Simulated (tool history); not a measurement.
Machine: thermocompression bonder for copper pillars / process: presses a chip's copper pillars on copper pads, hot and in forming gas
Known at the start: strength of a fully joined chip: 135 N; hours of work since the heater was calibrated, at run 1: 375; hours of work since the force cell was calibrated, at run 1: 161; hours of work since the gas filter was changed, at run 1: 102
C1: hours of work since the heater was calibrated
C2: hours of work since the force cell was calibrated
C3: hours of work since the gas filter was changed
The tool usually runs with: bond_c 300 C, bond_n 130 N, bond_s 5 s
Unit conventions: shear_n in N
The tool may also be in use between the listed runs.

{"run": 1, "day": 0.0, "bond_c": 300, "bond_n": 130, "bond_s": 5, "C1": 375, "C2": 161, "C3": 102, "shear_n": 72.7}
{"run": 2, "day": 0.392, "bond_c": 300, "bond_n": 130, "bond_s": 6, "C1": 380, "C2": 166, "C3": 107, "shear_n": 76.1}
{"run": 3, "day": 0.625, "bond_c": 300, "bond_n": 130, "bond_s": 6, "C1": 383, "C2": 169, "C3": 110, "shear_n": 76.2}
{"day": 0.871, "done": "forming gas filter changed"}
{"run": 4, "day": 0.954, "bond_c": 300, "bond_n": 130, "bond_s": 6, "C1": 387, "C2": 173, "C3": 1, "shear_n": 83.6}
{"run": 5, "day": 1.412, "bond_c": 300, "bond_n": 130, "bond_s": 8, "C1": 393, "C2": 179, "C3": 7, "shear_n": 90.5}
{"run": 6, "day": 1.712, "bond_c": 300, "bond_n": 130, "bond_s": 8, "C1": 397, "C2": 183, "C3": 11, "shear_n": 90.6}
{"run": 7, "day": 2.0, "bond_c": 300, "bond_n": 130, "bond_s": 8, "C1": 400, "C2": 187, "C3": 15, "shear_n": 89.6}
{"run": 8, "day": 2.233, "bond_c": 300, "bond_n": 130, "bond_s": 6, "C1": 403, "C2": 190, "C3": 18, "shear_n": 83.6}
{"run": 9, "day": 2.458, "bond_c": 300, "bond_n": 130, "bond_s": 5, "C1": 406, "C2": 193, "C3": 21, "shear_n": 76.3}
{"run": 10, "day": 2.938, "bond_c": 300, "bond_n": 130, "bond_s": 5, "C1": 413, "C2": 199, "C3": 27, "shear_n": 77.7}
{"run": 11, "day": 3.242, "bond_c": 300, "bond_n": 130, "bond_s": 5, "C1": 416, "C2": 203, "C3": 31, "shear_n": 76.4}
{"run": 12, "day": 3.588, "bond_c": 300, "bond_n": 130, "bond_s": 5, "C1": 421, "C2": 207, "C3": 35, "shear_n": 77.3}
{"run": 13, "day": 4.012, "bond_c": 300, "bond_n": 130, "bond_s": 5, "C1": 426, "C2": 213, "C3": 41, "shear_n": 75.6}
{"run": 14, "day": 4.325, "bond_c": 300, "bond_n": 130, "bond_s": 5, "C1": 430, "C2": 217, "C3": 45, "shear_n": 77}
{"run": 15, "day": 4.546, "bond_c": 300, "bond_n": 130, "bond_s": 5, "C1": 433, "C2": 220, "C3": 48, "shear_n": 76.4}
{"run": 16, "day": 4.762, "bond_c": 300, "bond_n": 130, "bond_s": 5, "C1": 436, "C2": 222, "C3": 50, "shear_n": 75.2}
{"run": 17, "day": 5.112, "bond_c": 300, "bond_n": 130, "bond_s": 13, "C1": 441, "C2": 227, "C3": 55, "shear_n": 98.1}
{"run": 18, "day": 5.496, "bond_c": 305, "bond_n": 130, "bond_s": 13, "C1": 446, "C2": 232, "C3": 60, "shear_n": 100.6}
{"run": 19, "day": 5.788, "bond_c": 305, "bond_n": 130, "bond_s": 13, "C1": 449, "C2": 236, "C3": 64, "shear_n": 98.8}
{"run": 20, "day": 6.212, "bond_c": 300, "bond_n": 130, "bond_s": 6, "C1": 455, "C2": 241, "C3": 69, "shear_n": 79.5}
{"run": 21, "day": 6.667, "bond_c": 300, "bond_n": 130, "bond_s": 6, "C1": 461, "C2": 247, "C3": 75, "shear_n": 79.1}
{"run": 22, "day": 7.071, "bond_c": 300, "bond_n": 130, "bond_s": 6, "C1": 466, "C2": 252, "C3": 80, "shear_n": 78.4}
{"run": 23, "day": 7.396, "bond_c": 300, "bond_n": 125, "bond_s": 5, "C1": 470, "C2": 257, "C3": 84, "shear_n": 73.1}
{"run": 24, "day": 7.754, "bond_c": 300, "bond_n": 125, "bond_s": 5, "C1": 475, "C2": 261, "C3": 89, "shear_n": 71.7}
{"run": 25, "day": 8.046, "bond_c": 300, "bond_n": 125, "bond_s": 5, "C1": 479, "C2": 265, "C3": 93, "shear_n": 72.3}
{"run": 26, "day": 8.329, "bond_c": 300, "bond_n": 125, "bond_s": 5, "C1": 482, "C2": 269, "C3": 97, "shear_n": 72.7}
{"run": 27, "day": 8.679, "bond_c": 300, "bond_n": 125, "bond_s": 5, "C1": 487, "C2": 273, "C3": 101, "shear_n": 71.7}
{"run": 28, "day": 8.908, "bond_c": 271, "bond_n": 106, "bond_s": 3, "C1": 490, "C2": 276, "C3": 104, "shear_n": 38.3}
{"run": 29, "day": 9.362, "bond_c": 294, "bond_n": 106, "bond_s": 7, "C1": 496, "C2": 282, "C3": 110, "shear_n": 66.5}
{"day": 9.621, "done": "forming gas filter changed"}
{"run": 30, "day": 9.808, "bond_c": 314, "bond_n": 106, "bond_s": 6, "C1": 501, "C2": 287, "C3": 2, "shear_n": 82.4}
{"run": 31, "day": 10.162, "bond_c": 314, "bond_n": 106, "bond_s": 6, "C1": 506, "C2": 292, "C3": 7, "shear_n": 81.8}
{"run": 32, "day": 10.6, "bond_c": 320, "bond_n": 174, "bond_s": 6, "C1": 511, "C2": 298, "C3": 13, "shear_n": 108.8}
{"run": 33, "day": 11.071, "bond_c": 320, "bond_n": 79, "bond_s": 6, "C1": 517, "C2": 304, "C3": 19, "shear_n": 71.9}
{"run": 34, "day": 11.446, "bond_c": 323, "bond_n": 130, "bond_s": 5, "C1": 522, "C2": 309, "C3": 24, "shear_n": 93}
{"run": 35, "day": 11.846, "bond_c": 323, "bond_n": 130, "bond_s": 12, "C1": 527, "C2": 314, "C3": 29, "shear_n": 108.7}
{"run": 36, "day": 12.229, "bond_c": 292, "bond_n": 173, "bond_s": 13, "C1": 532, "C2": 319, "C3": 34, "shear_n": 104.8}
{"run": 37, "day": 12.621, "bond_c": 292, "bond_n": 173, "bond_s": 13, "C1": 538, "C2": 324, "C3": 39, "shear_n": 106.2}
{"run": 38, "day": 13.033, "bond_c": 292, "bond_n": 173, "bond_s": 13, "C1": 543, "C2": 329, "C3": 44, "shear_n": 107}
{"run": 39, "day": 13.483, "bond_c": 294, "bond_n": 144, "bond_s": 6, "C1": 549, "C2": 335, "C3": 50, "shear_n": 81.9}
{"run": 40, "day": 13.883, "bond_c": 294, "bond_n": 144, "bond_s": 6, "C1": 554, "C2": 340, "C3": 55, "shear_n": 80.5}

Pick out some run-to-run changes in shear_n. Of each, how much would a tool without hidden state show as well, from the settings, what came in and chance, and how much is left for the hidden state and any gauge scatter not in both results compared?
The hidden state here: true temperature of the bond over the reading, C; force that reaches the chip, % of what is set; oxide that the forming gas leaves, % of the face; drift of the gauge itself on shear_n, %.
Run 3 -> 4: forming gas filter changed. shear_n +7.4 N: hidden state +7.8, all else -0.4.
Run 27 -> 28: bond_c 300 -> 271, bond_n 125 -> 106, bond_s 5 -> 3. shear_n -33.4 N: hidden state +2.8, all else -36.2.
Run 28 -> 29: bond_c 271 -> 294, bond_s 3 -> 7. shear_n +28.2 N: hidden state -2.9, all else +31.1.
Run 29 -> 30: bond_c 294 -> 314, bond_s 7 -> 6, forming gas filter changed. shear_n +15.9 N: hidden state +6.6, all else +9.3.
Run 32 -> 33: bond_n 174 -> 79. shear_n -36.9 N: hidden state +0.1, all else -37.

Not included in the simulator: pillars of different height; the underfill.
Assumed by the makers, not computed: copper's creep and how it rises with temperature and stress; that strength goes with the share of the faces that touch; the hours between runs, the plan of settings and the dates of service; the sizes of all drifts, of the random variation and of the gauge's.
